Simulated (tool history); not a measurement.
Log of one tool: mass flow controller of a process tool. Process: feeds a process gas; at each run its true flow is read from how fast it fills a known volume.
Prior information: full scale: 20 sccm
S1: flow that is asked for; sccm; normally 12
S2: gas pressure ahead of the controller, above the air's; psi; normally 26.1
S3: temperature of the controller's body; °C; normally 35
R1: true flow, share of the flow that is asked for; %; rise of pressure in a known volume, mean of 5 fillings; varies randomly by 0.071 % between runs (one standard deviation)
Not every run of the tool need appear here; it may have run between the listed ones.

Run 1, hour 0: usual settings. Result: R1 99.88 %.
Run 2, hour 170.1: usual settings. Result: R1 99.8 %.
Run 3, hour 275.5: usual settings. Result: R1 99.91 %.
Run 4, hour 438.6: usual settings. Result: R1 99.94 %.
Run 5, hour 540.5: usual settings. Result: R1 100.03 %.
Run 6, hour 638.3: usual settings but S2 27.3 psi. Result: R1 99.96 %.
Run 7, hour 746.7: usual settings but S2 27.3 psi. Result: R1 100.03 %.
Run 8, hour 903: usual settings. Result: R1 99.91 %.
Run 9, hour 985.8: usual settings but S1 8 sccm. Result: R1 99.92 %.
Run 10, hour 1153.2: usual settings but S1 8 sccm. Result: R1 99.92 %.
Run 11, hour 1283.2: usual settings. Result: R1 99.94 %.
Run 12, hour 1447: usual settings. Result: R1 99.9 %.
Run 13, hour 1602.8: usual settings. Result: R1 99.91 %.
Run 14, hour 1731.5: usual settings. Result: R1 99.95 %.
Run 15, hour 1848.1: usual settings. Result: R1 99.88 %.
Run 16, hour 1966.3: usual settings but S3 20 °C. Result: R1 99.17 %.
Run 17, hour 2038.5: usual settings but S2 27.8 psi, S3 22 °C. Result: R1 99.35 %.
Run 18, hour 2200: usual settings but S1 9 sccm, S2 21.8 psi. Result: R1 99.83 %.
Run 19, hour 2273.3: usual settings but S1 13 sccm, S2 33.5 psi, S3 29 °C. Result: R1 99.68 %.

Estimate the outcome of run 20 from the log above:
Run 20, hour 2357.6: usual settings but S1 3 sccm, S2 38.7 psi, S3 21 °C. Result: R1 ?.

{"run 20": {"R1": 99.85}}
Take away the tool's hidden state, keep the run-to-run variation as it was, and the same run would have given R1 98.91 %.
